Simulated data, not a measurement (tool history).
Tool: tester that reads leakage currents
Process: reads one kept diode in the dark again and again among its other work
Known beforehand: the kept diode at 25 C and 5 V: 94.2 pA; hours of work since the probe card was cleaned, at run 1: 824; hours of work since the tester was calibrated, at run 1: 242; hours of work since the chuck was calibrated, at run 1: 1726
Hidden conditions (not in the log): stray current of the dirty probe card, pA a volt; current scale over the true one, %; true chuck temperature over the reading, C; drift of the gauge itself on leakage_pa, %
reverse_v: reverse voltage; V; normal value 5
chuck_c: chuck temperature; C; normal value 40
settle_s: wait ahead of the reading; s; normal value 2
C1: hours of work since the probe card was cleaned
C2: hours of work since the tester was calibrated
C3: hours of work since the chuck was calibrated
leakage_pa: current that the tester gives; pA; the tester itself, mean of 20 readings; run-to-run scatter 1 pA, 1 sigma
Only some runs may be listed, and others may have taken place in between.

Run 1, hour 0: usual settings; C1 824; C2 242; C3 1726. Result: leakage_pa 306.03 pA.
Run 2, hour 217.4: usual settings; C1 944; C2 361; C3 1845. Result: leakage_pa 302.42 pA.
Run 3, hour 321.2: usual settings but chuck_c 45 C; C1 1001; C2 418; C3 1902. Result: leakage_pa 455.2 pA.
Run 4, hour 556.5: usual settings but chuck_c 45 C; C1 1130; C2 547; C3 2031. Result: leakage_pa 449.63 pA.
Run 5, hour 791.7: usual settings but chuck_c 45 C; C1 1259; C2 676; C3 2161. Result: leakage_pa 443.7 pA.
At hour 870.8: chuck's temperature calibrated.
Run 6, hour 992.1: usual settings but chuck_c 45 C; C1 1368; C2 785; C3 67. Result: leakage_pa 511.51 pA.
Run 7, hour 1236.8: usual settings but chuck_c 45 C; C1 1502; C2 919; C3 201. Result: leakage_pa 506.16 pA.
Run 8, hour 1392.5: usual settings but chuck_c 35 C; C1 1588; C2 1005; C3 286. Result: leakage_pa 222.01 pA.
Run 9, hour 1591.1: usual settings but chuck_c 35 C, settle_s 3.05 s; C1 1697; C2 1114; C3 395. Result: leakage_pa 220.14 pA.
Run 10, hour 1837.6: usual settings but chuck_c 35 C, settle_s 3.05 s; C1 1832; C2 1249; C3 531. Result: leakage_pa 217.52 pA.
Run 11, hour 2091.4: usual settings but reverse_v 11.61 V; C1 1971; C2 1388; C3 670. Result: leakage_pa 435.69 pA.
Run 12, hour 2308.7: usual settings but reverse_v 1.7 V; C1 2090; C2 1508; C3 789. Result: leakage_pa 226.12 pA.
Run 13, hour 2554.9: usual settings but reverse_v 1.7 V; C1 2226; C2 1643; C3 924. Result: leakage_pa 221.48 pA.
Run 14, hour 2743.8: usual settings but settle_s 4.5 s; C1 2329; C2 1746; C3 1028. Result: leakage_pa 318.37 pA.
Run 15, hour 2933.3: usual settings but settle_s 4.5 s; C1 2433; C2 1850; C3 1132. Result: leakage_pa 316.41 pA.
Run 16, hour 3174.1: usual settings but settle_s 4.5 s; C1 2565; C2 1983; C3 1264. Result: leakage_pa 310.02 pA.
Run 17, hour 3286.2: usual settings but settle_s 4.5 s; C1 2627; C2 2044; C3 1326. Result: leakage_pa 309.29 pA.
Run 18, hour 3451: usual settings but chuck_c 26 C, settle_s 3.91 s; C1 2717; C2 2135; C3 1416. Result: leakage_pa 92.94 pA.
Run 19, hour 3617.9: usual settings but reverse_v 16.6 V, chuck_c 36 C, settle_s 0.65 s; C1 2809; C2 2226; C3 1508. Result: leakage_pa 337.78 pA.
Run 20, hour 3856.1: usual settings but reverse_v 16.6 V, chuck_c 36 C, settle_s 0.65 s; C1 2940; C2 2357; C3 1638. Result: leakage_pa 333.39 pA.

Run 21, settings as shown, results not yet in. Your forecast:
Run 21, hour 3981: usual settings but reverse_v 3.65 V, chuck_c 43 C, settle_s 0.67 s; C1 3008; C2 2425; C3 1707. Result: leakage_pa ?.

leakage_pa: 345.12 pA
Were there no unlogged condition in the tool, this run, its random variation unchanged, would have produced leakage_pa 397.65 pA.

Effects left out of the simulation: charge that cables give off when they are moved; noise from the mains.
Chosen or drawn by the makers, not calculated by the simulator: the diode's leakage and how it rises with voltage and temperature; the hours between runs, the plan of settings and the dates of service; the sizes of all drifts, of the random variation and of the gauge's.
